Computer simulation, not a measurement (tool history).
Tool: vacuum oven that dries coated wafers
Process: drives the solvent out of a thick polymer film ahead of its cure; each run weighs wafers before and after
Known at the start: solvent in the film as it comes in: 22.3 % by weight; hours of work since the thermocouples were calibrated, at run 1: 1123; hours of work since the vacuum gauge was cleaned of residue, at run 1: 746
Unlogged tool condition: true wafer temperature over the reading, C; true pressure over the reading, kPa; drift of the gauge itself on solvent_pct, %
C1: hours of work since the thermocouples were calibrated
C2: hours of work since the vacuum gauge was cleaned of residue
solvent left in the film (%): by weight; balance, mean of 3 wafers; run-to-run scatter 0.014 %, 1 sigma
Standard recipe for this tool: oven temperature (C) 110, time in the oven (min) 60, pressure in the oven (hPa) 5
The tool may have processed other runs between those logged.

Run 1, hour 0: usual settings; C1 1123; C2 746. Result: solvent left in the film (%) 1.96.
At hour 11.2: oven's thermocouples calibrated.
Run 2, hour 89.8: usual settings but pressure in the oven (hPa) 6.69; C1 46; C2 798. Result: solvent left in the film (%) 2.32.
Run 3, hour 167.5: usual settings but pressure in the oven (hPa) 6.69; C1 92; C2 844. Result: solvent left in the film (%) 2.27.
Run 4, hour 263.4: usual settings; C1 149; C2 900. Result: solvent left in the film (%) 2.16.
Run 5, hour 333: usual settings; C1 190; C2 941. Result: solvent left in the film (%) 2.13.
Run 6, hour 381.8: usual settings but pressure in the oven (hPa) 3; C1 219; C2 970. Result: solvent left in the film (%) 2.
Run 7, hour 444.1: usual settings but time in the oven (min) 49; C1 255; C2 1007. Result: solvent left in the film (%) 3.02.
Run 8, hour 534.9: usual settings but time in the oven (min) 49; C1 309; C2 1060. Result: solvent left in the film (%) 2.98.
Run 9, hour 594.2: usual settings but time in the oven (min) 49; C1 344; C2 1095. Result: solvent left in the film (%) 2.98.
Run 10, hour 673.5: usual settings but time in the oven (min) 49; C1 391; C2 1142. Result: solvent left in the film (%) 2.98.
Run 11, hour 725.6: usual settings but time in the oven (min) 49; C1 421; C2 1173. Result: solvent left in the film (%) 2.95.
Run 12, hour 817.4: usual settings but oven temperature (C) 97; C1 475; C2 1227. Result: solvent left in the film (%) 4.7.
Run 13, hour 890.9: usual settings; C1 519; C2 1270. Result: solvent left in the film (%) 2.09.
Run 14, hour 953.9: usual settings but time in the oven (min) 61; C1 556; C2 1307. Result: solvent left in the film (%) 2.01.
Run 15, hour 1032.7: usual settings; C1 602; C2 1354. Result: solvent left in the film (%) 2.06.
Run 16, hour 1072.2: usual settings but pressure in the oven (hPa) 3.89; C1 626; C2 1377. Result: solvent left in the film (%) 2.
Run 17, hour 1152.2: usual settings but pressure in the oven (hPa) 3.89; C1 673; C2 1424. Result: solvent left in the film (%) 2.
Run 18, hour 1222.3: usual settings; C1 714; C2 1466. Result: solvent left in the film (%) 2.04.
At hour 1235.6: vacuum gauge cleaned of residue and calibrated.
Run 19, hour 1263.9: usual settings; C1 738; C2 17. Result: solvent left in the film (%) 1.92.
Run 20, hour 1322.1: usual settings but time in the oven (min) 53; C1 772; C2 51. Result: solvent left in the film (%) 2.41.
Run 21, hour 1370.2: usual settings but time in the oven (min) 53; C1 801; C2 79. Result: solvent left in the film (%) 2.42.
Run 22, hour 1426.8: usual settings but oven temperature (C) 106, time in the oven (min) 34, pressure in the oven (hPa) 3.41; C1 834; C2 113. Result: solvent left in the film (%) 5.61.
Run 23, hour 1471.4: usual settings but oven temperature (C) 111, time in the oven (min) 89; C1 860; C2 139. Result: solvent left in the film (%) 0.79.
Run 24, hour 1532.2: usual settings but oven temperature (C) 104, time in the oven (min) 46; C1 896; C2 175. Result: solvent left in the film (%) 4.33.
Run 25, hour 1604.6: usual settings but oven temperature (C) 104, time in the oven (min) 46; C1 939; C2 218. Result: solvent left in the film (%) 4.29.
Run 26, hour 1673: usual settings but oven temperature (C) 112; C1 979; C2 258. Result: solvent left in the film (%) 1.63.
Run 27, hour 1718.7: usual settings but oven temperature (C) 120, pressure in the oven (hPa) 5.11; C1 1006; C2 285. Result: solvent left in the film (%) 0.85.
Run 28, hour 1790.2: usual settings but oven temperature (C) 123, time in the oven (min) 103, pressure in the oven (hPa) 14.44; C1 1048; C2 327. Result: solvent left in the film (%) 0.8.
Run 29, hour 1875: usual settings but oven temperature (C) 105, time in the oven (min) 36, pressure in the oven (hPa) 13.34; C1 1098; C2 377. Result: solvent left in the film (%) 6.13.
Run 30, hour 1918.4: usual settings but time in the oven (min) 98; C1 1124; C2 403. Result: solvent left in the film (%) 0.74.
At hour 1932.3: oven's thermocouples calibrated.
Run 31, hour 2013.4: usual settings but time in the oven (min) 98; C1 48; C2 457. Result: solvent left in the film (%) 0.85.
Run 32, hour 2074.2: usual settings but oven temperature (C) 99, time in the oven (min) 31, pressure in the oven (hPa) 4.14; C1 84; C2 493. Result: solvent left in the film (%) 8.38.
Run 33, hour 2150.9: usual settings but time in the oven (min) 43, pressure in the oven (hPa) 3.58; C1 129; C2 539. Result: solvent left in the film (%) 3.58.
Run 34, hour 2226.9: usual settings but time in the oven (min) 45, pressure in the oven (hPa) 16.25; C1 174; C2 583. Result: solvent left in the film (%) 4.24.
Run 35, hour 2300.1: usual settings but time in the oven (min) 45, pressure in the oven (hPa) 16.25; C1 217; C2 627. Result: solvent left in the film (%) 4.23.
Run 36, hour 2392.9: usual settings but oven temperature (C) 111, time in the oven (min) 102, pressure in the oven (hPa) 6.47; C1 272; C2 681. Result: solvent left in the film (%) 0.87.
Run 37, hour 2481: usual settings but oven temperature (C) 101, time in the oven (min) 98, pressure in the oven (hPa) 16.11; C1 324; C2 733. Result: solvent left in the film (%) 2.9.
Run 38, hour 2569.8: usual settings but time in the oven (min) 56; C1 376; C2 786. Result: solvent left in the film (%) 2.39.
Run 39, hour 2655: usual settings but oven temperature (C) 124, time in the oven (min) 42; C1 426; C2 836. Result: solvent left in the film (%) 1.48.
Run 40, hour 2719.7: usual settings but oven temperature (C) 101, time in the oven (min) 42, pressure in the oven (hPa) 5.49; C1 464; C2 874. Result: solvent left in the film (%) 5.9.
Run 41, hour 2797.4: usual settings but time in the oven (min) 33; C1 510; C2 920. Result: solvent left in the film (%) 5.16.

4 options for the next run, each taken on its own from the tool as it stands now. Forecast them:
Run A, hour 2850.2: usual settings but oven temperature (C) 98, time in the oven (min) 86, pressure in the oven (hPa) 11.55; C1 541; C2 951. Result: solvent left in the film (%) ?.
Run B, hour 2850.2: usual settings but oven temperature (C) 96, time in the oven (min) 56; C1 541; C2 951. Result: solvent left in the film (%) ?.
Run C, hour 2850.2: usual settings but oven temperature (C) 116, time in the oven (min) 83; C1 541; C2 951. Result: solvent left in the film (%) ?.
Run D, hour 2850.2: usual settings but oven temperature (C) 118, time in the oven (min) 97; C1 541; C2 951. Result: solvent left in the film (%) ?.

run  solvent left in the film (%)
  A                          3.37
  B                          5.32
  C                          0.73
  D                           0.5
Stripped of hidden state, with their random variation kept, the same runs would have yielded:
run  solvent left in the film (%)
  A                          3.43
  B                          5.46
  C                          0.69
  D                          0.44
